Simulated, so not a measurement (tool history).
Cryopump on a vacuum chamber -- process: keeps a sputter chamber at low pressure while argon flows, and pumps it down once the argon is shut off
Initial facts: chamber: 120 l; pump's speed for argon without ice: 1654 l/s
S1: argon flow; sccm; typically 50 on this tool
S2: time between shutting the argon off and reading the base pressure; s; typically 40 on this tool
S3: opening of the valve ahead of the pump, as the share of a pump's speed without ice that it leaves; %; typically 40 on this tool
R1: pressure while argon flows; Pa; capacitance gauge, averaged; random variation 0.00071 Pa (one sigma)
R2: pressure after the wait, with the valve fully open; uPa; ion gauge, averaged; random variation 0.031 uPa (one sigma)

run 1 hour=0.0 | S1=50 S2=40 S3=40 | R1=0.1408 R2=2.47
run 2 hour=45.0 | S1=50 S2=40 S3=40 | R1=0.1410 R2=2.54
run 3 hour=111.3 | S1=50 S2=40 S3=40 | R1=0.1433 R2=2.73
run 4 hour=149.6 | S1=50 S2=40 S3=40 | R1=0.1436 R2=2.83
run 5 hour=191.8 | S1=50 S2=40 S3=40 | R1=0.1446 R2=2.89
run 6 hour=251.2 | S1=50 S2=40 S3=40 | R1=0.1461 R2=3.05
run 7 hour=317.4 | S1=50 S2=40 S3=40 | R1=0.1466 R2=3.09
run 8 hour=377.1 | S1=34 S2=41 S3=36 | R1=0.1094 R2=3.25
run 9 hour=426.8 | S1=34 S2=41 S3=36 | R1=0.1098 R2=3.23

Run 10, settings as shown, results not yet in. Your forecast:
run 10 hour=469.8 | S1=34 S2=41 S3=36 | R1=? R2=?

R1: 0.1108 Pa
R2: 3.42 uPa
Minus the tool's unlogged condition, the same run would have read R1 0.0964 Pa, R2 1.48 uPa.

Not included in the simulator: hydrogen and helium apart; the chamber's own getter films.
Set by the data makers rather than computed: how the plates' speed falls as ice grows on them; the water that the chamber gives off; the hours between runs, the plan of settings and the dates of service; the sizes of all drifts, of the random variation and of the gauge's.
